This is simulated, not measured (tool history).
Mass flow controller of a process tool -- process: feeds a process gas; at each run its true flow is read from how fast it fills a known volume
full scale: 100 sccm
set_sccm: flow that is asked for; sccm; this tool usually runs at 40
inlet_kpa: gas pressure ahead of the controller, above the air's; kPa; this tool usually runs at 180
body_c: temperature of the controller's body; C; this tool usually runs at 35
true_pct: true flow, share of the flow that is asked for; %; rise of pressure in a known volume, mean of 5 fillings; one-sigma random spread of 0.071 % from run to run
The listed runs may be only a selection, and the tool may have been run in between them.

run 1 day=0 | set_sccm=40 inlet_kpa=180 body_c=35 | true_pct=99.99
run 2 day=4.529 | set_sccm=13 inlet_kpa=180 body_c=35 | true_pct=98.44
run 3 day=6.667 | set_sccm=13 inlet_kpa=180 body_c=35 | true_pct=98.51
run 4 day=10.812 | set_sccm=17 inlet_kpa=180 body_c=35 | true_pct=98.85
run 5 day=13.358 | set_sccm=40 inlet_kpa=180 body_c=35 | true_pct=99.65
run 6 day=18.112 | set_sccm=40 inlet_kpa=180 body_c=35 | true_pct=99.68
run 7 day=20.204 | set_sccm=40 inlet_kpa=180 body_c=22 | true_pct=98.51
run 8 day=23.129 | set_sccm=40 inlet_kpa=180 body_c=22 | true_pct=98.47
run 9 day=25.192 | set_sccm=40 inlet_kpa=180 body_c=22 | true_pct=98.43
run 10 day=29.054 | set_sccm=40 inlet_kpa=180 body_c=22 | true_pct=98.37
run 11 day=33.85 | set_sccm=71 inlet_kpa=172 body_c=26 | true_pct=99.18
run 12 day=37.429 | set_sccm=23 inlet_kpa=222 body_c=38 | true_pct=98.7
run 13 day=40.162 | set_sccm=20 inlet_kpa=248 body_c=35 | true_pct=97.98
run 14 day=42.608 | set_sccm=20 inlet_kpa=257 body_c=33 | true_pct=97.76
run 15 day=46.388 | set_sccm=20 inlet_kpa=257 body_c=33 | true_pct=97.73
run 16 day=50.038 | set_sccm=20 inlet_kpa=257 body_c=33 | true_pct=97.64
run 17 day=52.225 | set_sccm=40 inlet_kpa=176 body_c=24 | true_pct=98.13
run 18 day=54.483 | set_sccm=40 inlet_kpa=176 body_c=34 | true_pct=98.91
run 19 day=57.771 | set_sccm=57 inlet_kpa=157 body_c=22 | true_pct=98.39

4 options for the next run, each taken on its own from the tool as it stands now. Forecast them:
run A day=62.638 | set_sccm=63 inlet_kpa=183 body_c=21 | true_pct=?
run B day=62.638 | set_sccm=15 inlet_kpa=164 body_c=39 | true_pct=?
run C day=62.638 | set_sccm=40 inlet_kpa=165 body_c=39 | true_pct=?
run D day=62.638 | set_sccm=40 inlet_kpa=195 body_c=35 | true_pct=?

run=A true_pct=98.23
run=B true_pct=97.48
run=C true_pct=99.23
run=D true_pct=99.01
Without the tool's unlogged condition, the same runs would have read:
run=A true_pct=99.51
run=B true_pct=100.83
run=C true_pct=100.89
run=D true_pct=100.67
